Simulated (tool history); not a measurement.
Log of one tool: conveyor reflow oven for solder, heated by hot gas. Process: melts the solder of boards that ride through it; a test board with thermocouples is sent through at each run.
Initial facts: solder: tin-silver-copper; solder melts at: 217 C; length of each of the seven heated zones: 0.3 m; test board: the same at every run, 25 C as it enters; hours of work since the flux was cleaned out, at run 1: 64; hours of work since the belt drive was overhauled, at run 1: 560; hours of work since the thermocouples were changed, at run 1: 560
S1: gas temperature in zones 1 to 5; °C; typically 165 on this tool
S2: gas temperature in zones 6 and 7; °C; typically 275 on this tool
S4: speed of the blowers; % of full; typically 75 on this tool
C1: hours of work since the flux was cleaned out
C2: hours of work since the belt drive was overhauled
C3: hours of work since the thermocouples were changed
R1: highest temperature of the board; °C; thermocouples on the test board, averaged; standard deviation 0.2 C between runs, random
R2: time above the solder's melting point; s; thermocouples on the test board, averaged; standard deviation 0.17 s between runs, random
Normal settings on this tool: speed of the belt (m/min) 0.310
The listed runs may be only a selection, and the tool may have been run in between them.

{"run": 1, "hour": 0.0, "S1": 165, "S2": 275, "speed of the belt (m/min)": 0.31, "S4": 75, "C1": 64, "C2": 560, "C3": 560, "R1": 261.5, "R2": 94.3}
{"run": 2, "hour": 14.5, "S1": 165, "S2": 275, "speed of the belt (m/min)": 0.31, "S4": 75, "C1": 73, "C2": 570, "C3": 570, "R1": 261.4, "R2": 94.3}
{"run": 3, "hour": 26.9, "S1": 165, "S2": 275, "speed of the belt (m/min)": 0.31, "S4": 75, "C1": 82, "C2": 578, "C3": 578, "R1": 261.3, "R2": 94.2}
{"run": 4, "hour": 37.4, "S1": 165, "S2": 275, "speed of the belt (m/min)": 0.31, "S4": 75, "C1": 88, "C2": 585, "C3": 585, "R1": 261.5, "R2": 94.0}
{"run": 5, "hour": 48.7, "S1": 165, "S2": 275, "speed of the belt (m/min)": 0.31, "S4": 75, "C1": 96, "C2": 592, "C3": 592, "R1": 261.1, "R2": 94.3}
{"run": 6, "hour": 69.0, "S1": 165, "S2": 275, "speed of the belt (m/min)": 0.31, "S4": 75, "C1": 109, "C2": 606, "C3": 606, "R1": 261.4, "R2": 93.9}
{"run": 7, "hour": 90.9, "S1": 165, "S2": 275, "speed of the belt (m/min)": 0.285, "S4": 75, "C1": 124, "C2": 620, "C3": 620, "R1": 263.4, "R2": 105.3}
{"run": 8, "hour": 110.1, "S1": 165, "S2": 275, "speed of the belt (m/min)": 0.31, "S4": 71, "C1": 136, "C2": 633, "C3": 633, "R1": 259.8, "R2": 92.5}
{"run": 9, "hour": 126.4, "S1": 165, "S2": 275, "speed of the belt (m/min)": 0.272, "S4": 71, "C1": 147, "C2": 644, "C3": 644, "R1": 263.3, "R2": 110.6}
{"run": 10, "hour": 147.8, "S1": 165, "S2": 271, "speed of the belt (m/min)": 0.272, "S4": 71, "C1": 161, "C2": 658, "C3": 658, "R1": 259.5, "R2": 107.4}
{"run": 11, "hour": 160.4, "S1": 165, "S2": 271, "speed of the belt (m/min)": 0.272, "S4": 71, "C1": 170, "C2": 666, "C3": 666, "R1": 259.8, "R2": 107.2}
{"hour": 166.3, "done": "belt drive overhauled, speed set with a stopwatch"}
{"run": 12, "hour": 184.1, "S1": 165, "S2": 271, "speed of the belt (m/min)": 0.272, "S4": 71, "C1": 183, "C2": 12, "C3": 679, "R1": 259.6, "R2": 108.2}
{"run": 13, "hour": 201.2, "S1": 165, "S2": 271, "speed of the belt (m/min)": 0.296, "S4": 71, "C1": 194, "C2": 23, "C3": 690, "R1": 257.6, "R2": 96.6}
{"run": 14, "hour": 218.9, "S1": 165, "S2": 275, "speed of the belt (m/min)": 0.275, "S4": 75, "C1": 206, "C2": 35, "C3": 702, "R1": 263.4, "R2": 111.1}
{"run": 15, "hour": 239.3, "S1": 152, "S2": 275, "speed of the belt (m/min)": 0.341, "S4": 75, "C1": 219, "C2": 48, "C3": 716, "R1": 255.5, "R2": 75.2}
{"run": 16, "hour": 250.5, "S1": 159, "S2": 275, "speed of the belt (m/min)": 0.31, "S4": 60, "C1": 227, "C2": 56, "C3": 723, "R1": 254.9, "R2": 85.5}
{"run": 17, "hour": 270.9, "S1": 159, "S2": 275, "speed of the belt (m/min)": 0.338, "S4": 60, "C1": 240, "C2": 69, "C3": 736, "R1": 251.7, "R2": 73.5}
{"hour": 281.6, "done": "belt drive overhauled, speed set with a stopwatch, once more"}
{"run": 18, "hour": 287.8, "S1": 169, "S2": 270, "speed of the belt (m/min)": 0.275, "S4": 75, "C1": 248, "C2": 4, "C3": 745, "R1": 258.5, "R2": 104.8}
{"run": 19, "hour": 308.5, "S1": 175, "S2": 268, "speed of the belt (m/min)": 0.275, "S4": 85, "C1": 262, "C2": 18, "C3": 759, "R1": 259.0, "R2": 109.5}
{"run": 20, "hour": 322.2, "S1": 155, "S2": 273, "speed of the belt (m/min)": 0.354, "S4": 51, "C1": 271, "C2": 27, "C3": 768, "R1": 241.6, "R2": 52.4}
{"run": 21, "hour": 337.3, "S1": 165, "S2": 280, "speed of the belt (m/min)": 0.327, "S4": 75, "C1": 281, "C2": 37, "C3": 778, "R1": 261.8, "R2": 87.1}
{"run": 22, "hour": 352.5, "S1": 165, "S2": 280, "speed of the belt (m/min)": 0.327, "S4": 75, "C1": 291, "C2": 47, "C3": 788, "R1": 261.9, "R2": 87.6}
{"run": 23, "hour": 376.8, "S1": 159, "S2": 277, "speed of the belt (m/min)": 0.31, "S4": 75, "C1": 307, "C2": 63, "C3": 804, "R1": 259.7, "R2": 88.2}
{"run": 24, "hour": 396.1, "S1": 159, "S2": 273, "speed of the belt (m/min)": 0.31, "S4": 58, "C1": 320, "C2": 76, "C3": 816, "R1": 251.0, "R2": 77.4}

3 options for the next run, each taken on its own from the tool as it stands now. Forecast them:
{"run": "A", "hour": 408.8, "S1": 165, "S2": 275, "speed of the belt (m/min)": 0.344, "S4": 75, "C1": 328, "C2": 84, "C3": 825, "R1": "?", "R2": "?"}
{"run": "B", "hour": 408.8, "S1": 159, "S2": 273, "speed of the belt (m/min)": 0.31, "S4": 73, "C1": 328, "C2": 84, "C3": 825, "R1": "?", "R2": "?"}
{"run": "C", "hour": 408.8, "S1": 165, "S2": 275, "speed of the belt (m/min)": 0.359, "S4": 75, "C1": 328, "C2": 84, "C3": 825, "R1": "?", "R2": "?"}

run=A R1=255.5 R2=77.0
run=B R1=255.6 R2=84.5
run=C R1=253.5 R2=72.0
What these runs would have given with no unlogged condition in the tool:
run=A R1=259.8 R2=81.4
run=B R1=259.6 R2=89.1
run=C R1=258.0 R2=76.5
